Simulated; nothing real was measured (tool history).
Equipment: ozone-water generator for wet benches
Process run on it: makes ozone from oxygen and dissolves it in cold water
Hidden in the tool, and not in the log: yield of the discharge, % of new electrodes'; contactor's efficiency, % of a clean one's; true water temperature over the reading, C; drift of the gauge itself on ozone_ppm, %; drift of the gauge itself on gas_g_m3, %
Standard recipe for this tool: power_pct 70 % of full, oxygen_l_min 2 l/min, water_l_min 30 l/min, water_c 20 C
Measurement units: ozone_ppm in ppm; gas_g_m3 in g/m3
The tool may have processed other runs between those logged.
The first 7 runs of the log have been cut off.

| run | hour | power_pct | oxygen_l_min | water_l_min | water_c | hours of work since the electrodes were changed | hours of work since the contactor was cleaned | hours of work since the thermometer was calibrated | ozone_ppm | gas_g_m3 |
|---|---|---|---|---|---|---|---|---|---|---|
| 8 | 406.8 | 70 | 2 | 30 | 20 | 1638 | 4109 | 3562 | 6.3 | 141.8 |
| 9 | 477.3 | 70 | 1.44 | 30 | 20 | 1691 | 4161 | 3614 | 5.4 | 160.9 |
| 10 | 549.1 | 70 | 2 | 30 | 15 | 1744 | 4214 | 3667 | 6.5 | 141.7 |
| 11 | 606.2 | 70 | 2 | 30 | 15 | 1786 | 4256 | 3710 | 6.7 | 141.3 |
| 12 | 674.6 | 70 | 2 | 30 | 20 | 1836 | 4306 | 3760 | 6.4 | 142 |
|  | 687.5 | contactor cleaned |
| 13 | 712.6 | 70 | 2 | 30 | 20 | 1861 | 19 | 3785 | 6.5 | 141.1 |
|  | 717.5 | water thermometer calibrated |
| 14 | 784.3 | 70 | 2 | 30 | 18 | 1914 | 71 | 49 | 6.4 | 141.1 |
| 15 | 829.2 | 70 | 2.13 | 30 | 20 | 1947 | 104 | 83 | 6.7 | 138.5 |
| 16 | 878 | 70 | 2.13 | 30 | 20 | 1983 | 140 | 119 | 7 | 136.4 |
| 17 | 933 | 70 | 2 | 32 | 20 | 2024 | 181 | 159 | 6.3 | 142 |
|  | 957.3 | water thermometer calibrated, once more |
| 18 | 1001.8 | 49 | 2 | 38 | 20 | 2074 | 231 | 33 | 4.2 | 113.1 |
| 19 | 1042.2 | 70 | 2.84 | 41 | 17 | 2104 | 261 | 63 | 5.8 | 121.2 |
| 20 | 1086.2 | 72 | 1.03 | 26 | 15 | 2137 | 294 | 95 | 5.5 | 182.3 |
| 21 | 1160.6 | 92 | 2 | 30 | 14 | 2192 | 349 | 150 | 7.9 | 164.6 |
| 22 | 1233.3 | 92 | 2 | 30 | 14 | 2245 | 403 | 204 | 8 | 164.7 |
| 23 | 1266.9 | 92 | 2 | 30 | 14 | 2270 | 427 | 229 | 8.1 | 163.4 |
| 24 | 1329.8 | 92 | 2 | 30 | 14 | 2317 | 474 | 275 | 8 | 162.9 |
| 25 | 1404.2 | 60 | 2 | 30 | 12 | 2372 | 529 | 330 | 6.4 | 127 |
| 26 | 1485.4 | 43 | 3.15 | 34 | 17 | 2432 | 589 | 390 | 5.3 | 87.1 |
| 27 | 1564.1 | 43 | 1.52 | 34 | 28 | 2490 | 647 | 448 | 3.5 | 113.3 |
| 28 | 1640 | 57 | 1.28 | 42 | 28 | 2546 | 703 | 504 | 3.3 | 146.7 |
| 29 | 1718.8 | 60 | 3.13 | 33 | 24 | 2604 | 761 | 563 | 6.2 | 106.1 |
| 30 | 1759.4 | 60 | 3.13 | 23 | 21 | 2634 | 791 | 593 | 8.7 | 106.3 |
| 31 | 1837.9 | 60 | 3.13 | 23 | 21 | 2692 | 849 | 651 | 8.7 | 106.1 |
| 32 | 1912.5 | 71 | 3.13 | 33 | 21 | 2747 | 904 | 706 | 7.1 | 116 |

Forecast each of these 4 alternatives for the next run:
| A | 1990.8 | 71 | 3.13 | 33 | 26 | 2805 | 962 | 764 | ? | ? |
| B | 1990.8 | 71 | 1.45 | 20 | 21 | 2805 | 962 | 764 | ? | ? |
| C | 1990.8 | 82 | 1.48 | 30 | 15 | 2805 | 962 | 764 | ? | ? |
| D | 1990.8 | 89 | 1.01 | 30 | 15 | 2805 | 962 | 764 | ? | ? |

| run | ozone_ppm | gas_g_m3 |
|---|---|---|
| A | 6.7 | 116.6 |
| B | 8 | 153.1 |
| C | 6.2 | 168.6 |
| D | 5.2 | 205.6 |
Without the tool's unlogged condition, the same runs would have read:
| run | ozone_ppm | gas_g_m3 |
|---|---|---|
| A | 7.4 | 127.1 |
| B | 8.8 | 166.9 |
| C | 6.9 | 185.2 |
| D | 5.8 | 226.7 |

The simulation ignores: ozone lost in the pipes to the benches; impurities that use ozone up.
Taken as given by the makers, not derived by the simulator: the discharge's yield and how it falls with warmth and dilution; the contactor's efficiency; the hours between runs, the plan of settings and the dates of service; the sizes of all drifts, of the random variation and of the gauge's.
